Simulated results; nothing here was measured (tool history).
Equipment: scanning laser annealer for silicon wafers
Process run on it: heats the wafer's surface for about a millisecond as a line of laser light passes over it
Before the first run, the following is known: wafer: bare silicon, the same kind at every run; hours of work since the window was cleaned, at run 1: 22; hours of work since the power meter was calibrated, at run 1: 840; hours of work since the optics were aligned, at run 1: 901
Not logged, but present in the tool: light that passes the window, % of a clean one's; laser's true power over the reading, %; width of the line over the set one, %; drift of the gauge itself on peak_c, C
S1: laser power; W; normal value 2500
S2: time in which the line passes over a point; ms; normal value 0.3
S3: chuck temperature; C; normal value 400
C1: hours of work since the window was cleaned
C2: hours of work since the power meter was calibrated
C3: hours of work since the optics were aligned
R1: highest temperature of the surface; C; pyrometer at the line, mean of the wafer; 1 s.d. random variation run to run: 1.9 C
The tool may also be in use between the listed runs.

Run 1, hour 0: usual settings; C1 22; C2 840; C3 901. Result: R1 1240 C.
Run 2, hour 34.1: usual settings but S2 0.324 ms; C1 39; C2 858; C3 918. Result: R1 1274 C.
Run 3, hour 66: usual settings but S2 0.324 ms; C1 56; C2 874; C3 934. Result: R1 1275 C.
Run 4, hour 101.7: usual settings; C1 74; C2 892; C3 952. Result: R1 1238 C.
Run 5, hour 137.5: usual settings; C1 92; C2 910; C3 970. Result: R1 1239 C.
Run 6, hour 169: usual settings but S2 0.222 ms; C1 108; C2 926; C3 986. Result: R1 1115 C.
Run 7, hour 212.9: usual settings; C1 130; C2 948; C3 1008. Result: R1 1239 C.
Run 8, hour 236.9: usual settings; C1 142; C2 960; C3 1021. Result: R1 1239 C.
Run 9, hour 265: usual settings; C1 156; C2 974; C3 1035. Result: R1 1239 C.
Run 10, hour 291.2: usual settings; C1 169; C2 988; C3 1048. Result: R1 1241 C.
Run 11, hour 317.1: usual settings; C1 183; C2 1001; C3 1061. Result: R1 1239 C.
Run 12, hour 341.4: usual settings but S2 0.324 ms; C1 195; C2 1013; C3 1073. Result: R1 1273 C.
Run 13, hour 369.8: usual settings but S2 0.324 ms; C1 209; C2 1027; C3 1088. Result: R1 1275 C.
Run 14, hour 394.3: usual settings but S2 0.324 ms; C1 222; C2 1040; C3 1100. Result: R1 1271 C.
Run 15, hour 414.7: usual settings; C1 232; C2 1050; C3 1110. Result: R1 1241 C.
Run 16, hour 438.1: usual settings; C1 244; C2 1062; C3 1122. Result: R1 1237 C.
Run 17, hour 464.5: usual settings; C1 257; C2 1075; C3 1136. Result: R1 1238 C.
Run 18, hour 507.1: usual settings; C1 279; C2 1097; C3 1157. Result: R1 1238 C.
Run 19, hour 542: usual settings; C1 296; C2 1114; C3 1175. Result: R1 1239 C.
Run 20, hour 565.3: usual settings; C1 308; C2 1126; C3 1187. Result: R1 1238 C.
Run 21, hour 591.3: usual settings but S3 437 C; C1 321; C2 1139; C3 1200. Result: R1 1273 C.
Run 22, hour 612.9: usual settings but S1 2677 W, S2 0.376 ms, S3 369 C; C1 332; C2 1150; C3 1211. Result: R1 1376 C.
Run 23, hour 638.8: usual settings but S1 2417 W, S3 438 C; C1 345; C2 1163; C3 1224. Result: R1 1247 C.
Run 24, hour 678.8: usual settings but S1 2242 W, S2 0.272 ms, S3 364 C; C1 365; C2 1184; C3 1244. Result: R1 1086 C.
Run 25, hour 706: usual settings but S1 2242 W, S2 0.272 ms, S3 364 C; C1 379; C2 1197; C3 1258. Result: R1 1086 C.
At hour 727.6: window over the wafer cleaned.
Run 26, hour 731.9: usual settings but S1 2659 W; C1 2; C2 1210; C3 1270. Result: R1 1292 C.
Run 27, hour 755.4: usual settings but S1 2359 W, S2 0.245 ms, S3 365 C; C1 14; C2 1221; C3 1282. Result: R1 1080 C.
Run 28, hour 782.9: usual settings but S1 2378 W, S2 0.311 ms, S3 379 C; C1 28; C2 1235; C3 1296. Result: R1 1196 C.
Run 29, hour 821.2: usual settings but S1 2353 W, S2 0.217 ms, S3 403 C; C1 47; C2 1255; C3 1315. Result: R1 1073 C.
Run 30, hour 855: usual settings but S1 2353 W, S2 0.217 ms, S3 403 C; C1 64; C2 1272; C3 1332. Result: R1 1071 C.
Run 31, hour 894.3: usual settings but S1 2365 W, S2 0.37 ms, S3 420 C; C1 84; C2 1292; C3 1352. Result: R1 1313 C.
Run 32, hour 921.9: usual settings but S1 2365 W, S2 0.37 ms, S3 420 C; C1 98; C2 1306; C3 1366. Result: R1 1311 C.
Run 33, hour 964.5: usual settings but S1 2365 W, S2 0.37 ms, S3 420 C; C1 120; C2 1327; C3 1387. Result: R1 1313 C.
Run 34, hour 1005.4: usual settings but S1 2220 W, S2 0.37 ms, S3 420 C; C1 140; C2 1348; C3 1408. Result: R1 1259 C.
Run 35, hour 1048.2: usual settings but S1 2220 W, S2 0.37 ms, S3 420 C; C1 162; C2 1369; C3 1430. Result: R1 1260 C.
Run 36, hour 1079.2: usual settings but S2 0.347 ms; C1 178; C2 1385; C3 1445. Result: R1 1310 C.
Run 37, hour 1117.2: usual settings but S2 0.347 ms; C1 197; C2 1404; C3 1465. Result: R1 1308 C.
Run 38, hour 1154.6: usual settings but S1 2231 W, S2 0.216 ms, S3 425 C; C1 216; C2 1423; C3 1484. Result: R1 1062 C.
Run 39, hour 1187.7: usual settings but S1 2635 W, S2 0.216 ms, S3 425 C; C1 233; C2 1440; C3 1500. Result: R1 1169 C.
Run 40, hour 1218.8: usual settings but S1 2635 W, S2 0.216 ms, S3 425 C; C1 248; C2 1456; C3 1516. Result: R1 1166 C.
Run 41, hour 1257: usual settings but S1 2394 W, S2 0.214 ms, S3 396 C; C1 268; C2 1475; C3 1535. Result: R1 1073 C.
Run 42, hour 1276.6: usual settings but S2 0.299 ms, S3 381 C; C1 278; C2 1485; C3 1545. Result: R1 1221 C.

Entry by entry between the runs, the difference in hidden state between the last listed run before and the first listed run after:
Logged between run 25 and run 26: window over the wafer cleaned (hour 727.6)
  light that passes the window, % of a clean one's: 99.85 -> 99.99

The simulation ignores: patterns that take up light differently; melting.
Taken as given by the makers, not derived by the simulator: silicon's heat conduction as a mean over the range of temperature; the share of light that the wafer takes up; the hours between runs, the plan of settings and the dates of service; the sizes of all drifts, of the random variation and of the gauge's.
